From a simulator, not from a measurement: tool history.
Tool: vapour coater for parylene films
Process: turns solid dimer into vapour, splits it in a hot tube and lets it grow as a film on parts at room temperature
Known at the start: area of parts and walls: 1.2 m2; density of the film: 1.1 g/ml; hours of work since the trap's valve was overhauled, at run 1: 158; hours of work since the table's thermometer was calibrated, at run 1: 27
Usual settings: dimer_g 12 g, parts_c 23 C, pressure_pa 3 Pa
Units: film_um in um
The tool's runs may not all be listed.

run   hour  dimer_g  parts_c  pressure_pa  hours of work since the trap's valve was overhauled  hours of work since the table's thermometer was calibrated  film_um
  1      0       12       23            3                                                  158                                                          27     5.46
  2   23.3       12       23            3                                                  177                                                          46     5.52
  3   38.1       12       23         6.31                                                  189                                                          58      4.9
  4   49.8       12       23         6.31                                                  199                                                          67     4.82
  5     63       12       23         6.31                                                  209                                                          78     4.83
  6   86.8       12       23            3                                                  229                                                          97     5.35
      94.8  -- trap's valve overhauled
  7  114.2       12       16            3                                                   16                                                         117     6.85
  8  136.6       12       16            3                                                   34                                                         135     6.81
  9  159.9       12       23            3                                                   53                                                         154     5.52
 10  182.4       12       23            3                                                   72                                                         172      5.7
 11  200.2       15       35        11.47                                                   86                                                         187     4.32
 12  214.3       15       35        11.47                                                   98                                                         198     4.29
 13  230.2       20       16         2.37                                                  111                                                         211    11.36
 14  251.8       12       30         7.62                                                  128                                                         229     4.05
 15  268.2        6       30         7.62                                                  142                                                         242     2.02
 16  284.6        6       30         7.62                                                  155                                                         256     2.01
 17  303.1       12       16         7.52                                                  170                                                         271     5.73
 18  320.3        9       35            3                                                  184                                                         285     3.04

Forecast each of these 4 alternatives for the next run:
  A  333.4        9       23        10.59                                                  195                                                         296        ?
  B  333.4        6       23         3.03                                                  195                                                         296        ?
  C  333.4       12       23            3                                                  195                                                         296        ?
  D  333.4       12       23         3.81                                                  195                                                         296        ?

run  film_um
  A     3.35
  B     2.72
  C     5.45
  D      5.2
Without the tool's hidden state the same runs would have given:
run  film_um
  A     3.55
  B     2.88
  C     5.77
  D      5.5
